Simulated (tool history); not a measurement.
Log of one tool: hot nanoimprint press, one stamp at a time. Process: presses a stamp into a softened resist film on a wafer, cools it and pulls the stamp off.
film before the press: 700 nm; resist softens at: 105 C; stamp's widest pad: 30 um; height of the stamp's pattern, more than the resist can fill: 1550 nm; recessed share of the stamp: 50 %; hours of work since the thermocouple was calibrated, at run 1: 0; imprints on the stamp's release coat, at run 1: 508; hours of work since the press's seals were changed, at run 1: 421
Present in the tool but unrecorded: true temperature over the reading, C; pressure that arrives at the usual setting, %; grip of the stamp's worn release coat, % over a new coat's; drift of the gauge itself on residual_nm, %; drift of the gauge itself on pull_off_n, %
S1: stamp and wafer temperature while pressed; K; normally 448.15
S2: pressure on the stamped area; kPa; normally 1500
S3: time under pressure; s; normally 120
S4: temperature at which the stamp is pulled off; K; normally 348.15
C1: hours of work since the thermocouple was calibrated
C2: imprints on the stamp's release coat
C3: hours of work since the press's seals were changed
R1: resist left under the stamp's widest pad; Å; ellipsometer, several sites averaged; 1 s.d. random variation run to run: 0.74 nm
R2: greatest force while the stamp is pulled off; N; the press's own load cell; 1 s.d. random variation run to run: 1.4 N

run	hour	S1	S2	S3	S4	C1	C2	C3	R1	R2
1	0	448.15	1500	120	348.15	0	508	421	2904	259
2	17.8	448.15	1500	91	348.15	8	533	428	3205	262
# hour 32.6: stamp cleaned and given a new release coat
3	59.5	448.15	1500	91	348.15	23	38	443	3192	232
4	85.6	448.15	1500	91	348.15	34	74	455	3191	232
5	101.4	448.15	1500	120	348.15	41	96	461	2874	234
6	118.9	448.15	1500	120	348.15	48	121	469	2900	232
7	150.1	448.15	1500	120	348.15	62	165	482	2890	236
8	166.7	448.15	1500	120	348.15	69	188	489	2890	239
9	199.7	448.15	2150	120	348.15	83	234	503	2385	240
10	215.6	448.15	2150	120	348.15	89	256	510	2392	243
11	240.7	448.15	1500	96	334.15	100	292	521	3125	318

Here are 4 independent what-if runs from the current tool condition. What would each one return?
A	274.4	448.15	1500	151	353.15	115	339	535	?	?
B	274.4	458.15	1090	120	348.15	115	339	535	?	?
C	274.4	459.15	1500	129	346.15	115	339	535	?	?
D	274.4	448.15	1260	120	348.15	115	339	535	?	?

run	R1	R2
A	2640	219
B	2236	247
C	1756	257
D	3135	247
Take away the tool's hidden state, keep each run's random variation, and the runs would have read:
run	R1	R2
A	2637	204
B	2241	230
C	1747	239
D	3144	229
